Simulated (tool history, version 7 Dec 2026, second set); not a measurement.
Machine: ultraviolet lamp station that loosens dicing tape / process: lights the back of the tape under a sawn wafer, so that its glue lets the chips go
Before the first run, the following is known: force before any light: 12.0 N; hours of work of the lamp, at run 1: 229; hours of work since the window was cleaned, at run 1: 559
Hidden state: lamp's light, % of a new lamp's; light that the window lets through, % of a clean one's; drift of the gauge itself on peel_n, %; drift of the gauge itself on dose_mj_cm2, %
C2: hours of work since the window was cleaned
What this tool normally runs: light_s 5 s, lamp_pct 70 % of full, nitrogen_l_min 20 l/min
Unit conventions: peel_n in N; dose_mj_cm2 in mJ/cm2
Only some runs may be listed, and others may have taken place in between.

run 1 hour=0.0 | light_s=5 lamp_pct=70 nitrogen_l_min=20 | hours_of_work_of_the_lamp=229 C2=559 | peel_n=1.939 dose_mj_cm2=187
run 2 hour=19.4 | light_s=5 lamp_pct=90 nitrogen_l_min=20 | hours_of_work_of_the_lamp=243 C2=573 | peel_n=1.234 dose_mj_cm2=244
run 3 hour=47.3 | light_s=5 lamp_pct=90 nitrogen_l_min=20 | hours_of_work_of_the_lamp=263 C2=593 | peel_n=1.221 dose_mj_cm2=245
-- hour=53.2 window cleaned of glue's vapour
run 4 hour=63.2 | light_s=5 lamp_pct=72 nitrogen_l_min=20 | hours_of_work_of_the_lamp=274 C2=7 | peel_n=2.123 dose_mj_cm2=179
run 5 hour=89.8 | light_s=5 lamp_pct=72 nitrogen_l_min=20 | hours_of_work_of_the_lamp=293 C2=26 | peel_n=2.084 dose_mj_cm2=176
run 6 hour=105.6 | light_s=5 lamp_pct=72 nitrogen_l_min=20 | hours_of_work_of_the_lamp=304 C2=37 | peel_n=2.134 dose_mj_cm2=180
run 7 hour=132.1 | light_s=5 lamp_pct=72 nitrogen_l_min=20 | hours_of_work_of_the_lamp=323 C2=56 | peel_n=2.276 dose_mj_cm2=174
-- hour=149.3 window cleaned of glue's vapour, once more
run 8 hour=159.0 | light_s=5 lamp_pct=72 nitrogen_l_min=20 | hours_of_work_of_the_lamp=342 C2=7 | peel_n=1.582 dose_mj_cm2=214
run 9 hour=173.9 | light_s=5 lamp_pct=72 nitrogen_l_min=20 | hours_of_work_of_the_lamp=352 C2=18 | peel_n=1.628 dose_mj_cm2=207
run 10 hour=190.0 | light_s=5 lamp_pct=72 nitrogen_l_min=20 | hours_of_work_of_the_lamp=364 C2=29 | peel_n=1.661 dose_mj_cm2=206
run 11 hour=211.7 | light_s=5 lamp_pct=70 nitrogen_l_min=20 | hours_of_work_of_the_lamp=379 C2=45 | peel_n=1.672 dose_mj_cm2=201
run 12 hour=230.9 | light_s=5 lamp_pct=70 nitrogen_l_min=24 | hours_of_work_of_the_lamp=393 C2=58 | peel_n=1.672 dose_mj_cm2=196
run 13 hour=243.6 | light_s=8 lamp_pct=86 nitrogen_l_min=11 | hours_of_work_of_the_lamp=402 C2=67 | peel_n=0.576 dose_mj_cm2=393
run 14 hour=267.9 | light_s=8 lamp_pct=86 nitrogen_l_min=11 | hours_of_work_of_the_lamp=419 C2=85 | peel_n=0.597 dose_mj_cm2=388
run 15 hour=293.0 | light_s=10 lamp_pct=95 nitrogen_l_min=8 | hours_of_work_of_the_lamp=437 C2=103 | peel_n=0.362 dose_mj_cm2=529
run 16 hour=312.1 | light_s=5 lamp_pct=89 nitrogen_l_min=11 | hours_of_work_of_the_lamp=451 C2=116 | peel_n=1.595 dose_mj_cm2=249
run 17 hour=327.8 | light_s=5 lamp_pct=96 nitrogen_l_min=20 | hours_of_work_of_the_lamp=462 C2=128 | peel_n=0.975 dose_mj_cm2=265
run 18 hour=347.7 | light_s=5 lamp_pct=96 nitrogen_l_min=7 | hours_of_work_of_the_lamp=477 C2=142 | peel_n=1.826 dose_mj_cm2=261
run 19 hour=360.6 | light_s=4 lamp_pct=94 nitrogen_l_min=6 | hours_of_work_of_the_lamp=486 C2=151 | peel_n=2.950 dose_mj_cm2=206
run 20 hour=376.5 | light_s=6 lamp_pct=94 nitrogen_l_min=26 | hours_of_work_of_the_lamp=497 C2=162 | peel_n=0.620 dose_mj_cm2=305
run 21 hour=400.5 | light_s=8 lamp_pct=66 nitrogen_l_min=20 | hours_of_work_of_the_lamp=514 C2=179 | peel_n=0.870 dose_mj_cm2=285
run 22 hour=427.6 | light_s=9 lamp_pct=66 nitrogen_l_min=20 | hours_of_work_of_the_lamp=534 C2=199 | peel_n=0.666 dose_mj_cm2=315
run 23 hour=449.5 | light_s=9 lamp_pct=66 nitrogen_l_min=20 | hours_of_work_of_the_lamp=549 C2=214 | peel_n=0.670 dose_mj_cm2=317

What if the next run were any one of these 4? Each begins from the tool's condition after run 23:
run A hour=469.1 | light_s=5 lamp_pct=70 nitrogen_l_min=10 | hours_of_work_of_the_lamp=563 C2=228 | peel_n=? dose_mj_cm2=?
run B hour=469.1 | light_s=9 lamp_pct=66 nitrogen_l_min=10 | hours_of_work_of_the_lamp=563 C2=228 | peel_n=? dose_mj_cm2=?
run C hour=469.1 | light_s=9 lamp_pct=66 nitrogen_l_min=11 | hours_of_work_of_the_lamp=563 C2=228 | peel_n=? dose_mj_cm2=?
run D hour=469.1 | light_s=5 lamp_pct=78 nitrogen_l_min=17 | hours_of_work_of_the_lamp=563 C2=228 | peel_n=? dose_mj_cm2=?

run=A peel_n=2.670 dose_mj_cm2=183
run=B peel_n=1.034 dose_mj_cm2=313
run=C peel_n=0.958 dose_mj_cm2=315
run=D peel_n=1.768 dose_mj_cm2=204
Stripped of hidden state, with their random variation kept, the same runs would have yielded:
run=A peel_n=1.920 dose_mj_cm2=226
run=B peel_n=0.643 dose_mj_cm2=386
run=C peel_n=0.597 dose_mj_cm2=388
run=D peel_n=1.179 dose_mj_cm2=252
